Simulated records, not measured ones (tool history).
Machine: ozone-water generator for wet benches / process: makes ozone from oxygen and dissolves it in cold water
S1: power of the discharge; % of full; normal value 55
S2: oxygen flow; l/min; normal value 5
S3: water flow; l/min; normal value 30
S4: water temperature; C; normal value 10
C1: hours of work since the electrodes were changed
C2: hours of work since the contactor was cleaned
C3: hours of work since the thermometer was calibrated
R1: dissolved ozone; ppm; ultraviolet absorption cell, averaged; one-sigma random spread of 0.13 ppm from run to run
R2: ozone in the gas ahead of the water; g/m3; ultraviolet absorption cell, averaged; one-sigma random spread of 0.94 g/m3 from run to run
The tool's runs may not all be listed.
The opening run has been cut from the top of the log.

| run | hour | S1 | S2 | S3 | S4 | C1 | C2 | C3 | R1 | R2 |
|---|---|---|---|---|---|---|---|---|---|---|
| 2 | 63.8 | 55 | 5 | 30 | 10 | 1707 | 1425 | 3152 | 14.4 | 160 |
| 3 | 113.7 | 55 | 5 | 30 | 10 | 1739 | 1457 | 3184 | 14.4 | 158.1 |
| 4 | 146 | 55 | 5 | 30 | 10 | 1760 | 1478 | 3205 | 14.2 | 156.7 |
| 5 | 185.3 | 55 | 5 | 30 | 10 | 1785 | 1504 | 3230 | 14.4 | 157.6 |
| 6 | 238.3 | 55 | 5 | 30 | 10 | 1820 | 1538 | 3265 | 14 | 159.3 |
| 7 | 273 | 55 | 5 | 30 | 10 | 1842 | 1560 | 3287 | 14.1 | 159.8 |
| 8 | 337.2 | 55 | 5 | 30 | 10 | 1884 | 1602 | 3329 | 14.3 | 157.5 |
| 9 | 369.6 | 55 | 5 | 30 | 10 | 1905 | 1623 | 3350 | 14.1 | 158.4 |
| 10 | 401.4 | 55 | 5 | 30 | 10 | 1925 | 1644 | 3370 | 14 | 160.3 |
| 11 | 458 | 55 | 5 | 30 | 10 | 1962 | 1680 | 3407 | 14.3 | 157.1 |
| 12 | 499.9 | 55 | 5 | 30 | 10 | 1989 | 1708 | 3434 | 14.2 | 158.9 |
| 13 | 546.4 | 55 | 3.15 | 30 | 10 | 2019 | 1738 | 3464 | 13.6 | 212.2 |
| 14 | 579.7 | 55 | 3.15 | 30 | 10 | 2041 | 1759 | 3486 | 13.6 | 214.1 |
| 15 | 622.1 | 55 | 3.15 | 30 | 10 | 2068 | 1787 | 3513 | 13.5 | 214.8 |
| 16 | 676.1 | 55 | 5 | 20 | 10 | 2103 | 1822 | 3548 | 21.1 | 157.7 |
| 17 | 710.7 | 65 | 7.81 | 44 | 7 | 2126 | 1844 | 3571 | 11.7 | 138.1 |
| 18 | 751.2 | 41 | 4.66 | 44 | 7 | 2152 | 1870 | 3597 | 7.2 | 129.9 |
| 19 | 815 | 55 | 5 | 30 | 14 | 2193 | 1912 | 3639 | 13.6 | 159.1 |
|  | 829.7 | water thermometer calibrated |
| 20 | 848.6 | 55 | 5 | 30 | 14 | 2215 | 1933 | 12 | 14 | 158.6 |
| 21 | 907.8 | 55 | 5 | 30 | 14 | 2253 | 1972 | 51 | 14.2 | 159.5 |
| 22 | 969.2 | 55 | 5 | 30 | 14 | 2293 | 2011 | 90 | 13.7 | 157.8 |
| 23 | 1021.3 | 87 | 7.7 | 30 | 14 | 2327 | 2045 | 124 | 20.4 | 180.9 |
| 24 | 1058.1 | 99 | 5 | 24 | 15 | 2351 | 2069 | 148 | 27.9 | 265.8 |
| 25 | 1113.6 | 99 | 5 | 20 | 5 | 2387 | 2105 | 184 | 36.6 | 261.7 |

Run 26 comes next. What will it give?
| 26 | 1152.2 | 57 | 5 | 20 | 7 | 2412 | 2130 | 209 | ? | ? |

Run 26 gave R1 22.3 ppm, R2 164.6 g/m3.
The same run, on a tool lacking any hidden state, would have yielded R1 22.4 ppm, R2 164.7 g/m3.
